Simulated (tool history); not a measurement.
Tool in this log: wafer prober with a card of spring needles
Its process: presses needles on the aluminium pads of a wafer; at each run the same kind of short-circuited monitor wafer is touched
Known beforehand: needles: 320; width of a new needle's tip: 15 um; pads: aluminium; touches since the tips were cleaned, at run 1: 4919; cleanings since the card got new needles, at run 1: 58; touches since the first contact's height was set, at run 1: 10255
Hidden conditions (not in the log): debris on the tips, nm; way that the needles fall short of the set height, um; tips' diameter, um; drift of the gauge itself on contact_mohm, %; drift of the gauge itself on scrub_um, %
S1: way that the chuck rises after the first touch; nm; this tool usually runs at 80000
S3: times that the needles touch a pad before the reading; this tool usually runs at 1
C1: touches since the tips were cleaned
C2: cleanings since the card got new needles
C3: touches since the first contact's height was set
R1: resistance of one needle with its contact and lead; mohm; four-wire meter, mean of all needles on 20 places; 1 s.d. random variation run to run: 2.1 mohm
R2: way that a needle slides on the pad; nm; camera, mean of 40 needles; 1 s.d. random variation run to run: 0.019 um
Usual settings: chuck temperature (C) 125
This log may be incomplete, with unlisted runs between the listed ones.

Run 1, hour 0: usual settings; C1 4919; C2 58; C3 10255. Result: R1 234 mohm, R2 19520 nm.
At hour 4.8: tips cleaned on abrasive film.
Run 2, hour 14.4: usual settings; C1 5012; C2 59; C3 17709. Result: R1 231 mohm, R2 19520 nm.
At hour 18.9: tips cleaned on abrasive film.
At hour 33.6: tips cleaned on abrasive film.
Run 3, hour 36.7: usual settings; C1 1574; C2 61; C3 29218. Result: R1 230 mohm, R2 19520 nm.
At hour 47.4: tips cleaned on abrasive film.
Run 4, hour 48.1: usual settings but S1 93000 nm; C1 352; C2 62; C3 35144. Result: R1 227 mohm, R2 22690 nm.
Run 5, hour 59.6: usual settings; C1 6340; C2 62; C3 41132. Result: R1 232 mohm, R2 19520 nm.
At hour 61.6: tips cleaned on abrasive film.
Run 6, hour 71.4: usual settings; C1 5102; C2 63; C3 47243. Result: R1 232 mohm, R2 19510 nm.
At hour 75.4: tips cleaned on abrasive film.
At hour 89.6: tips cleaned on abrasive film.
Run 7, hour 95.8: usual settings; C1 3236; C2 65; C3 59843. Result: R1 233 mohm, R2 19530 nm.
At hour 103.9: tips cleaned on abrasive film.
Run 8, hour 114.3: usual settings but S1 63000 nm; C1 5408; C2 66; C3 69450. Result: R1 240 mohm, R2 15410 nm.
At hour 119: tips cleaned on abrasive film.
At hour 123.4: height of the first contact set anew.
Run 9, hour 125.7: usual settings but S1 63000 nm; C1 3350; C2 67; C3 1181. Result: R1 237 mohm, R2 15400 nm.
At hour 133.9: tips cleaned on abrasive film.
Run 10, hour 144: usual settings but S1 63000 nm; C1 5271; C2 68; C3 10670. Result: R1 238 mohm, R2 15400 nm.
At hour 149.2: tips cleaned on abrasive film.
Run 11, hour 157.7: usual settings; C1 4436; C2 69; C3 17750. Result: R1 231 mohm, R2 19490 nm.
At hour 163.9: tips cleaned on abrasive film.
At hour 178.8: tips cleaned on abrasive film.
Run 12, hour 183.2: usual settings but chuck temperature (C) 35; C1 2309; C2 71; C3 30990. Result: R1 212 mohm, R2 19550 nm.
At hour 193.3: tips cleaned on abrasive film.
Run 13, hour 205.7: usual settings but chuck temperature (C) 35; C1 6464; C2 72; C3 42673. Result: R1 215 mohm, R2 19530 nm.
At hour 207.9: tips cleaned on abrasive film.
At hour 221.7: tips cleaned on abrasive film.
Run 14, hour 225.5: usual settings; C1 2006; C2 74; C3 52895. Result: R1 233 mohm, R2 19490 nm.
At hour 235.8: tips cleaned on abrasive film.
Run 15, hour 245.4: usual settings; C1 5007; C2 75; C3 63211. Result: R1 234 mohm, R2 19510 nm.
At hour 250.3: tips cleaned on abrasive film.
Run 16, hour 257.6: usual settings; C1 3811; C2 76; C3 69502. Result: R1 234 mohm, R2 19560 nm.
At hour 265.3: tips cleaned on abrasive film.
At hour 265.6: height of the first contact set anew.
Run 17, hour 276.2: usual settings; C1 5524; C2 77; C3 5524. Result: R1 233 mohm, R2 19520 nm.
At hour 280.1: tips cleaned on abrasive film.
At hour 295.8: tips cleaned on abrasive film.
Run 18, hour 299.7: usual settings but S1 63000 nm, chuck temperature (C) 29, S3 2; C1 2075; C2 79; C3 17708. Result: R1 210 mohm, R2 15370 nm.
At hour 310: tips cleaned on abrasive film.
At hour 324.5: tips cleaned on abrasive film.
Run 19, hour 325.7: usual settings but S1 83000 nm, chuck temperature (C) 108, S3 2; C1 638; C2 81; C3 31141. Result: R1 226 mohm, R2 20250 nm.
At hour 339.1: tips cleaned on abrasive film.
Run 20, hour 342.8: usual settings but S1 83000 nm, chuck temperature (C) 108, S3 2; C1 1927; C2 82; C3 39996. Result: R1 225 mohm, R2 20270 nm.
At hour 353.6: tips cleaned on abrasive film.
Run 21, hour 357.5: usual settings but S1 83000 nm, chuck temperature (C) 33; C1 2004; C2 83; C3 47602. Result: R1 209 mohm, R2 20250 nm.
At hour 368.8: tips cleaned on abrasive film.
Run 22, hour 377.2: usual settings but chuck temperature (C) 74, S3 3; C1 4361; C2 84; C3 57843. Result: R1 224 mohm, R2 19550 nm.
At hour 383.1: tips cleaned on abrasive film.
Run 23, hour 389.2: usual settings but chuck temperature (C) 74, S3 3; C1 3205; C2 85; C3 64075. Result: R1 220 mohm, R2 19530 nm.
At hour 397.8: tips cleaned on abrasive film.
At hour 408.7: height of the first contact set anew.
At hour 413: tips cleaned on abrasive film.
Run 24, hour 414: usual settings but S1 69000 nm, chuck temperature (C) 74, S3 2; C1 480; C2 87; C3 2704. Result: R1 226 mohm, R2 16840 nm.
At hour 426.9: tips cleaned on abrasive film.
Run 25, hour 433.2: usual settings but S1 78000 nm, chuck temperature (C) 44; C1 3238; C2 88; C3 12669. Result: R1 213 mohm, R2 19040 nm.
At hour 440.8: tips cleaned on abrasive film.
Run 26, hour 452.7: usual settings but S1 78000 nm, chuck temperature (C) 44; C1 6186; C2 89; C3 22808. Result: R1 218 mohm, R2 19060 nm.
At hour 454.9: tips cleaned on abrasive film.
Run 27, hour 464.1: usual settings but S1 89000 nm, chuck temperature (C) 41; C1 4822; C2 90; C3 28711. Result: R1 212 mohm, R2 21750 nm.
At hour 469.2: tips cleaned on abrasive film.
At hour 483.8: tips cleaned on abrasive film.
Run 28, hour 485.1: usual settings but S1 60000 nm, chuck temperature (C) 41, S3 3; C1 709; C2 92; C3 39580. Result: R1 214 mohm, R2 14630 nm.
At hour 499.1: tips cleaned on abrasive film.
Run 29, hour 508.4: usual settings but S1 60000 nm, chuck temperature (C) 41, S3 3; C1 4847; C2 93; C3 51652. Result: R1 219 mohm, R2 14660 nm.
At hour 514: tips cleaned on abrasive film.
Run 30, hour 527.6: usual settings but S1 98000 nm, chuck temperature (C) 56, S3 2; C1 7090; C2 94; C3 61615. Result: R1 217 mohm, R2 23930 nm.
At hour 529.2: tips cleaned on abrasive film.
Run 31, hour 541.2: usual settings but S1 98000 nm, chuck temperature (C) 56, S3 2; C1 6255; C2 95; C3 68645. Result: R1 216 mohm, R2 23890 nm.
At hour 543.5: tips cleaned on abrasive film.
At hour 551.3: height of the first contact set anew.
At hour 558: tips cleaned on abrasive film.
Run 32, hour 568.1: usual settings but S1 78000 nm; C1 5275; C2 97; C3 8736. Result: R1 233 mohm, R2 19050 nm.
At hour 573.6: tips cleaned on abrasive film.
At hour 588.3: tips cleaned on abrasive film.
Run 33, hour 593.8: usual settings but S1 78000 nm; C1 2869; C2 99; C3 22017. Result: R1 234 mohm, R2 19070 nm.

Branching from run 33: 3 alternative next runs. What would each branch give?
At hour 602.3: tips cleaned on abrasive film.
Run A, hour 604.9: usual settings but S1 70000 nm, chuck temperature (C) 57; C1 1398; C2 100; C3 27793. Result: R1 ?, R2 ?.
At hour 602.3: tips cleaned on abrasive film.
Run B, hour 604.9: usual settings but S1 100000 nm; C1 1398; C2 100; C3 27793. Result: R1 ?, R2 ?.
At hour 602.3: tips cleaned on abrasive film.
Run C, hour 604.9: usual settings but S1 78000 nm, S3 3; C1 1398; C2 100; C3 27793. Result: R1 ?, R2 ?.

run   R1     R2
  A  217  17110
  B  227  24410
  C  235  19040
Without the tool's hidden state the same runs would have given:
run   R1     R2
  A  216  17110
  B  227  24410
  C  235  19040
